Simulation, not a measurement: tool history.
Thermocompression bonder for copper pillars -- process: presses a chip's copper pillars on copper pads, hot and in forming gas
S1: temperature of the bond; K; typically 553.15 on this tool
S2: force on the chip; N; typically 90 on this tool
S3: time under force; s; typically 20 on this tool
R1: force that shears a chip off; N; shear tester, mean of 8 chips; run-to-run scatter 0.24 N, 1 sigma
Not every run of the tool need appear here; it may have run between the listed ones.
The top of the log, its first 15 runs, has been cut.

run,hour,S1,S2,S3,R1
16,135.6,553.15,97,20,36.2
17,140.9,553.15,90,10,26.6
18,152.2,553.15,94,10,26.5
19,157.6,553.15,90,20,34.8
20,167,553.15,90,20,34.8
21,179,553.15,90,20,35
22,189,548.15,104,14,31
23,194.4,548.15,104,14,31
24,204.2,540.15,73,20,27.7
25,210.1,540.15,73,20,27.5
26,219.5,540.15,73,20,27.4
27,225.3,531.15,96,20,29.1
28,237.2,583.15,81,11,33.5
29,247,554.15,65,23,31.2
30,258.8,538.15,86,38,38
31,271.2,553.15,131,57,58.4
32,277.3,557.15,74,57,47
33,289.3,557.15,74,57,47.5
34,294.7,553.15,58,12,22
35,306.4,553.15,58,12,22.3
36,317.7,552.15,72,12,24.8
37,326.4,553.15,66,18,28.2
38,333.5,553.15,66,18,27.4
# hour 337.5: forming gas filter changed
39,340.6,558.15,60,21,32.7
40,347,558.15,60,21,33.2

Predict each of these 4 candidate next runs independently; none follows another, all start after run 40:
A,353.6,553.15,90,42,?
B,353.6,529.15,113,11,?
C,353.6,531.15,60,21,?
D,353.6,531.15,98,20,?

run,R1
A,50.2
B,27
C,25.1
D,32.5
What these runs would have given with no unlogged condition in the tool:
run,R1
A,46.2
B,24.2
C,22.5
D,29.2
